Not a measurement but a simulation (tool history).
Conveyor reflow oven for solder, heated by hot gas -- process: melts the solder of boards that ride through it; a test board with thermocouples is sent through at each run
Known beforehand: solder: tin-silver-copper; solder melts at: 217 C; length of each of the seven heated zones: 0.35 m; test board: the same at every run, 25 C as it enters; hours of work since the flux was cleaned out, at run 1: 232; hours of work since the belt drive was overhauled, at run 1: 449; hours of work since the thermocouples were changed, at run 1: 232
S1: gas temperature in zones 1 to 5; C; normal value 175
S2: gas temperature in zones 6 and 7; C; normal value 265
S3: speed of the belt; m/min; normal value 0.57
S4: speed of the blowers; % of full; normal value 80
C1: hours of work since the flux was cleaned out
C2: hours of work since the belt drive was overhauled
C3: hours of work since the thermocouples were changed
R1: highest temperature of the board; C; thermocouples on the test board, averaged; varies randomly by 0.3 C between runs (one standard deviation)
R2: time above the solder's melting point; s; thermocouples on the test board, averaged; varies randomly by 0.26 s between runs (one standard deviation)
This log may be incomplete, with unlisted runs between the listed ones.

Run 1, day 0: usual settings; C1 232; C2 449; C3 232. Result: R1 249.7 C, R2 54.4 s.
Run 2, day 2.242: usual settings; C1 272; C2 490; C3 272. Result: R1 249.2 C, R2 53.9 s.
Run 3, day 5.588: usual settings; C1 333; C2 550; C3 333. Result: R1 249.3 C, R2 53.8 s.
Run 4, day 7.392: usual settings but S1 182 C; C1 365; C2 582; C3 365. Result: R1 250.8 C, R2 57.1 s.
Run 5, day 10.325: usual settings but S1 182 C; C1 418; C2 635; C3 418. Result: R1 250.2 C, R2 57.4 s.
At day 11.596: flux residue cleaned out of gas plates and filters.
Run 6, day 13.096: usual settings; C1 27; C2 681; C3 464. Result: R1 250.2 C, R2 55 s.
Run 7, day 15.167: usual settings; C1 64; C2 719; C3 501. Result: R1 250.4 C, R2 54.9 s.
Run 8, day 18.033: usual settings; C1 116; C2 770; C3 553. Result: R1 250.2 C, R2 55.4 s.
Run 9, day 19.725: usual settings; C1 146; C2 801; C3 584. Result: R1 249.9 C, R2 55 s.
Run 10, day 21.517: usual settings; C1 179; C2 833; C3 616. Result: R1 249.6 C, R2 54.5 s.
At day 23.4: belt drive overhauled, speed set with a stopwatch.
Run 11, day 25.025: usual settings but S2 261 C; C1 239; C2 29; C3 676. Result: R1 245.6 C, R2 51 s.
Run 12, day 27.012: usual settings but S1 180 C; C1 275; C2 65; C3 712. Result: R1 249.7 C, R2 55.9 s.
Run 13, day 29.767: usual settings but S1 180 C; C1 324; C2 115; C3 761. Result: R1 250.3 C, R2 55.4 s.
Run 14, day 31.383: usual settings; C1 353; C2 144; C3 790. Result: R1 248.1 C, R2 53.2 s.
Run 15, day 34.042: usual settings but S3 0.625 m/min; C1 401; C2 192; C3 838. Result: R1 245.5 C, R2 45.4 s.
At day 36.204: flux residue cleaned out of gas plates and filters.
Run 16, day 36.825: usual settings but S2 254 C, S4 88 % of full; C1 11; C2 238; C3 885. Result: R1 241.2 C, R2 48.9 s.
At day 39.521: thermocouples of zones 6 and 7 changed.
Run 17, day 40.288: usual settings but S2 254 C, S4 88 % of full; C1 72; C2 299; C3 14. Result: R1 243 C, R2 49.6 s.
Run 18, day 43.804: usual settings but S1 179 C; C1 135; C2 362; C3 77. Result: R1 251.7 C, R2 56.5 s.
Run 19, day 46.362: usual settings but S2 261 C, S3 0.674 m/min; C1 181; C2 408; C3 123. Result: R1 241.5 C, R2 38.5 s.
Run 20, day 49.342: usual settings but S2 261 C, S3 0.674 m/min; C1 235; C2 462; C3 177. Result: R1 241.3 C, R2 38.1 s.
Run 21, day 52.079: usual settings but S2 261 C, S3 0.674 m/min; C1 285; C2 511; C3 226. Result: R1 241.1 C, R2 38.1 s.
Run 22, day 54.746: usual settings but S1 183 C, S2 261 C, S3 0.674 m/min, S4 86 % of full; C1 333; C2 559; C3 274. Result: R1 244.4 C, R2 43.5 s.
Run 23, day 57.775: usual settings but S3 0.584 m/min, S4 82 % of full; C1 387; C2 614; C3 329. Result: R1 248.6 C, R2 52.4 s.
Run 24, day 59.746: usual settings but S3 0.584 m/min, S4 82 % of full; C1 423; C2 650; C3 364. Result: R1 249.2 C, R2 52.3 s.
At day 60.825: flux residue cleaned out of gas plates and filters.
Run 25, day 62.054: usual settings but S2 278 C, S4 55 % of full; C1 22; C2 687; C3 402. Result: R1 252.3 C, R2 53.9 s.
Run 26, day 64.667: usual settings but S1 189 C, S3 0.478 m/min, S4 51 % of full; C1 69; C2 734; C3 449. Result: R1 248.9 C, R2 70.2 s.
Run 27, day 66.542: usual settings but S1 161 C, S3 0.648 m/min, S4 75 % of full; C1 103; C2 768; C3 483. Result: R1 242 C, R2 36.7 s.
Run 28, day 68.612: usual settings but S1 167 C, S2 261 C, S3 0.606 m/min; C1 140; C2 805; C3 520. Result: R1 243.4 C, R2 43.5 s.
Run 29, day 71.275: usual settings but S1 177 C, S2 278 C, S3 0.66 m/min, S4 60 % of full; C1 188; C2 853; C3 568. Result: R1 248.3 C, R2 44.2 s.
At day 71.792: belt drive overhauled, speed set with a stopwatch.
Run 30, day 73.279: usual settings but S1 176 C, S2 272 C, S3 0.602 m/min, S4 60 % of full; C1 221; C2 27; C3 601. Result: R1 247.3 C, R2 46.4 s.

The logged runs with the hidden state left out (each run's random variation unchanged):
Unlogged tool condition in this case: heat that the gas passes to the board, % of a clean oven's; belt's true speed, % of the reading; true gas temperature in zones 6 and 7 over the reading, C; drift of the gauge itself on peak_c, C; drift of the gauge itself on liquid_s, %.
run     R1    R2
  1  251.1  55.3
  2  250.8  54.9
  3  251.1    55
  4  252.6  58.2
  5  252.2  58.7
  6  251.1  55.2
  7  251.5  55.1
  8  251.5  55.8
  9  251.3  55.5
 10  251.2  55.1
 11  247.7  52.9
 12  251.9  57.6
 13  252.7  57.3
 14  250.7  55.3
 15  248.5  47.9
 16  242.8  50.1
 17  243.6    50
 18  252.6  56.9
 19  242.8  39.5
 20  242.8  39.3
 21  242.8  39.6
 22  246.3  44.8
 23  250.7  53.7
 24  251.5  53.8
 25  252.8  53.6
 26  249.6  69.9
 27    243  37.2
 28  244.6  44.1
 29  249.5  44.6
 30  249.2  48.1
